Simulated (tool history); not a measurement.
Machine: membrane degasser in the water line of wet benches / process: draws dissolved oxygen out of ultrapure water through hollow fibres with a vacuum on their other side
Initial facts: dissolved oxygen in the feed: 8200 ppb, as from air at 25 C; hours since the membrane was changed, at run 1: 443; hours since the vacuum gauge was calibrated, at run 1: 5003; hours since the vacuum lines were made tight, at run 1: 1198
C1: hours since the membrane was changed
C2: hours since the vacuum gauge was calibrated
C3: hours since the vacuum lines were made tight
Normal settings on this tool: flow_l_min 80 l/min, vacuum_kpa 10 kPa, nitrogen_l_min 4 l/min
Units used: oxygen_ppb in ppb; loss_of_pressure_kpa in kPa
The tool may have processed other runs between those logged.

Run 1, hour 0: usual settings; C1 443; C2 5003; C3 1198. Result: oxygen_ppb 305.8 ppb, loss_of_pressure_kpa 25.6 kPa.
Run 2, hour 156: usual settings; C1 599; C2 5159; C3 1354. Result: oxygen_ppb 304.7 ppb, loss_of_pressure_kpa 25.33 kPa.
Run 3, hour 234.2: usual settings; C1 677; C2 5237; C3 1432. Result: oxygen_ppb 306.1 ppb, loss_of_pressure_kpa 25.42 kPa.
Run 4, hour 341.6: usual settings; C1 784; C2 5344; C3 1540. Result: oxygen_ppb 306.5 ppb, loss_of_pressure_kpa 25.65 kPa.
Run 5, hour 507.7: usual settings; C1 950; C2 5510; C3 1706. Result: oxygen_ppb 306.5 ppb, loss_of_pressure_kpa 25.65 kPa.
Run 6, hour 584.4: usual settings; C1 1027; C2 5587; C3 1783. Result: oxygen_ppb 306.1 ppb, loss_of_pressure_kpa 25.48 kPa.
Run 7, hour 664.8: usual settings but vacuum_kpa 22.1 kPa; C1 1107; C2 5667; C3 1863. Result: oxygen_ppb 786.5 ppb, loss_of_pressure_kpa 25.85 kPa.
Run 8, hour 832.1: usual settings but vacuum_kpa 22.1 kPa; C1 1275; C2 5835; C3 2030. Result: oxygen_ppb 783.2 ppb, loss_of_pressure_kpa 25.62 kPa.
At hour 899.8: vacuum gauge calibrated.
Run 9, hour 920.6: usual settings but vacuum_kpa 18.8 kPa; C1 1363; C2 21; C3 2118. Result: oxygen_ppb 665 ppb, loss_of_pressure_kpa 25.7 kPa.
Run 10, hour 1063.8: usual settings but vacuum_kpa 18.8 kPa; C1 1506; C2 164; C3 2262. Result: oxygen_ppb 666.2 ppb, loss_of_pressure_kpa 25.46 kPa.
Run 11, hour 1195.7: usual settings but vacuum_kpa 18.8 kPa; C1 1638; C2 296; C3 2394. Result: oxygen_ppb 661.9 ppb, loss_of_pressure_kpa 25.88 kPa.
Run 12, hour 1312.1: usual settings but vacuum_kpa 18.8 kPa; C1 1754; C2 412; C3 2510. Result: oxygen_ppb 661.9 ppb, loss_of_pressure_kpa 25.73 kPa.
Run 13, hour 1474: usual settings; C1 1916; C2 574; C3 2672. Result: oxygen_ppb 313.3 ppb, loss_of_pressure_kpa 25.6 kPa.
Run 14, hour 1586.7: usual settings; C1 2029; C2 687; C3 2784. Result: oxygen_ppb 312.8 ppb, loss_of_pressure_kpa 25.85 kPa.
At hour 1598.7: vacuum gauge calibrated, once more.
Run 15, hour 1755.8: usual settings; C1 2197; C2 157; C3 2953. Result: oxygen_ppb 299 ppb, loss_of_pressure_kpa 25.93 kPa.
Run 16, hour 1875.5: usual settings; C1 2317; C2 277; C3 3073. Result: oxygen_ppb 298.4 ppb, loss_of_pressure_kpa 25.88 kPa.
Run 17, hour 1989.4: usual settings; C1 2431; C2 391; C3 3187. Result: oxygen_ppb 297.7 ppb, loss_of_pressure_kpa 25.7 kPa.
Run 18, hour 2107.2: usual settings; C1 2549; C2 508; C3 3304. Result: oxygen_ppb 298.3 ppb, loss_of_pressure_kpa 25.67 kPa.
Run 19, hour 2207.2: usual settings; C1 2649; C2 608; C3 3404. Result: oxygen_ppb 298.8 ppb, loss_of_pressure_kpa 25.84 kPa.
Run 20, hour 2304.7: usual settings but vacuum_kpa 6.2 kPa; C1 2746; C2 706; C3 3502. Result: oxygen_ppb 137.8 ppb, loss_of_pressure_kpa 25.61 kPa.
Run 21, hour 2380.8: usual settings but flow_l_min 108 l/min, vacuum_kpa 8.8 kPa, nitrogen_l_min 6.28 l/min; C1 2823; C2 782; C3 3578. Result: oxygen_ppb 228 ppb, loss_of_pressure_kpa 34.76 kPa.
Run 22, hour 2532.4: usual settings but flow_l_min 108 l/min, vacuum_kpa 8.8 kPa, nitrogen_l_min 6.28 l/min; C1 2974; C2 934; C3 3730. Result: oxygen_ppb 228.9 ppb, loss_of_pressure_kpa 35.17 kPa.
Run 23, hour 2657.2: usual settings but flow_l_min 108 l/min, vacuum_kpa 8.8 kPa, nitrogen_l_min 6.28 l/min; C1 3099; C2 1059; C3 3855. Result: oxygen_ppb 228.9 ppb, loss_of_pressure_kpa 34.92 kPa.
Run 24, hour 2755: usual settings but flow_l_min 108 l/min, vacuum_kpa 8.8 kPa, nitrogen_l_min 6.28 l/min; C1 3197; C2 1156; C3 3952. Result: oxygen_ppb 228.8 ppb, loss_of_pressure_kpa 35.06 kPa.
Run 25, hour 2846.9: usual settings but flow_l_min 62 l/min, vacuum_kpa 17.3 kPa, nitrogen_l_min 6.28 l/min; C1 3289; C2 1248; C3 4044. Result: oxygen_ppb 320.9 ppb, loss_of_pressure_kpa 20.19 kPa.
Run 26, hour 2937.6: usual settings but flow_l_min 105 l/min, vacuum_kpa 14.6 kPa, nitrogen_l_min 1.79 l/min; C1 3379; C2 1339; C3 4135. Result: oxygen_ppb 1115.6 ppb, loss_of_pressure_kpa 34.13 kPa.
Run 27, hour 3081.6: usual settings but flow_l_min 73 l/min, vacuum_kpa 10.2 kPa, nitrogen_l_min 2.56 l/min; C1 3523; C2 1483; C3 4279. Result: oxygen_ppb 414.3 ppb, loss_of_pressure_kpa 23.57 kPa.
Run 28, hour 3257.8: usual settings but flow_l_min 63 l/min, vacuum_kpa 23.8 kPa, nitrogen_l_min 6.88 l/min; C1 3700; C2 1659; C3 4455. Result: oxygen_ppb 430.5 ppb, loss_of_pressure_kpa 20.71 kPa.
Run 29, hour 3336.7: usual settings but flow_l_min 74 l/min, vacuum_kpa 7.8 kPa, nitrogen_l_min 3.47 l/min; C1 3778; C2 1738; C3 4534. Result: oxygen_ppb 219 ppb, loss_of_pressure_kpa 24.02 kPa.
Run 30, hour 3440.6: usual settings but flow_l_min 74 l/min, vacuum_kpa 8.6 kPa, nitrogen_l_min 3.47 l/min; C1 3882; C2 1842; C3 4638. Result: oxygen_ppb 255 ppb, loss_of_pressure_kpa 24.16 kPa.
Run 31, hour 3545: usual settings but flow_l_min 91 l/min, vacuum_kpa 14.4 kPa, nitrogen_l_min 11.95 l/min; C1 3987; C2 1946; C3 4742. Result: oxygen_ppb 209 ppb, loss_of_pressure_kpa 29.7 kPa.
Run 32, hour 3691.3: usual settings but flow_l_min 91 l/min, vacuum_kpa 14.4 kPa, nitrogen_l_min 11.95 l/min; C1 4133; C2 2093; C3 4889. Result: oxygen_ppb 209 ppb, loss_of_pressure_kpa 29.55 kPa.

Pick out some run-to-run changes in oxygen_ppb. Of each, how much would a tool without hidden state show as well, from the settings, what came in and chance, and how much is left for the hidden state and any gauge scatter not in both results compared?
The hidden state here: membrane still open, %; true pressure behind the membrane over the reading, kPa; air that leaks in behind the membrane, l/min; drift of the gauge itself on oxygen_ppb, %; drift of the gauge itself on loss_of_pressure_kpa, %.
Run 6 -> 7: vacuum_kpa 10 -> 22.1. oxygen_ppb +480.4 ppb: hidden state -0.4, all else +480.8.
Run 8 -> 9: vacuum_kpa 22.1 -> 18.8, vacuum gauge calibrated. oxygen_ppb -118.2 ppb: hidden state +4.6, all else -122.8.
Run 14 -> 15: vacuum gauge calibrated, once more. oxygen_ppb -13.8 ppb: hidden state -15.3, all else +1.5.
Run 25 -> 26: flow_l_min 62 -> 105, vacuum_kpa 17.3 -> 14.6, nitrogen_l_min 6.28 -> 1.79. oxygen_ppb +794.7 ppb: hidden state +3.5, all else +791.2.
Run 26 -> 27: flow_l_min 105 -> 73, vacuum_kpa 14.6 -> 10.2, nitrogen_l_min 1.79 -> 2.56. oxygen_ppb -701.3 ppb: hidden state -1.5, all else -699.8.
